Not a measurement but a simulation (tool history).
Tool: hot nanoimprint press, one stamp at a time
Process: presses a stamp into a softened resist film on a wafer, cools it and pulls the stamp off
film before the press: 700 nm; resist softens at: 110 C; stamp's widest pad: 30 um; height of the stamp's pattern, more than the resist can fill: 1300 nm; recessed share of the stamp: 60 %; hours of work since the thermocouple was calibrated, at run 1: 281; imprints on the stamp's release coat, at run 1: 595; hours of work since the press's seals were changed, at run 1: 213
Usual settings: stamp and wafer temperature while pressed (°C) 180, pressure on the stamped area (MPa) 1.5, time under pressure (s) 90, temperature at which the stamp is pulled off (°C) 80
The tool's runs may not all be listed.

run,hour,stamp and wafer temperature while pressed (°C),pressure on the stamped area (MPa),time under pressure (s),temperature at which the stamp is pulled off (°C),hours of work since the thermocouple was calibrated,imprints on the stamp's release coat,hours of work since the press's seals were changed,resist left under the stamp's widest pad (angstrom),greatest force while the stamp is pulled off (N)
1,0,180,1.5,90,80,281,595,213,3357,140
2,8,180,1.5,90,80,285,626,217,3342,137
3,23.6,180,1.5,90,80,294,685,226,3356,140
4,34,180,1.5,90,80,300,725,232,3370,137
5,47.9,180,1.5,90,80,307,778,240,3354,140
6,62.7,180,1.5,90,80,316,835,248,3380,138
7,79.2,180,1.5,90,80,325,898,257,3367,139
8,97.4,180,1.5,90,80,335,967,267,3359,137
9,112.5,180,2.31,90,78,344,1025,276,2789,144
10,120.7,180,2.31,90,78,348,1057,280,2787,144
11,128.1,180,2.31,90,78,352,1085,285,2761,144
12,146,180,1.15,90,67,362,1154,295,3749,176
13,161.8,180,1.5,90,66,371,1214,303,3380,181
14,170.8,190,1.5,90,75,376,1248,308,2313,151
15,180.9,174,0.93,90,74,382,1287,314,4922,156
16,189.8,179,0.93,140,85,387,1321,319,3640,123

Forecast each of these 4 alternatives for the next run:
# hour 195.9: plate thermocouple calibrated
A,203.8,190,1.38,51,85,4,1363,325,?,?
# hour 195.9: plate thermocouple calibrated
B,203.8,179,0.93,140,68,4,1363,325,?,?
# hour 195.9: plate thermocouple calibrated
C,203.8,179,0.93,102,85,4,1363,325,?,?
# hour 195.9: plate thermocouple calibrated
D,203.8,170,1.19,140,85,4,1363,325,?,?

run,resist left under the stamp's widest pad (angstrom),greatest force while the stamp is pulled off (N)
A,3049,123
B,3651,177
C,4068,126
D,4567,125
Without the tool's hidden state the same runs would have given:
run,resist left under the stamp's widest pad (angstrom),greatest force while the stamp is pulled off (N)
A,3048,122
B,3650,176
C,4067,125
D,4566,125

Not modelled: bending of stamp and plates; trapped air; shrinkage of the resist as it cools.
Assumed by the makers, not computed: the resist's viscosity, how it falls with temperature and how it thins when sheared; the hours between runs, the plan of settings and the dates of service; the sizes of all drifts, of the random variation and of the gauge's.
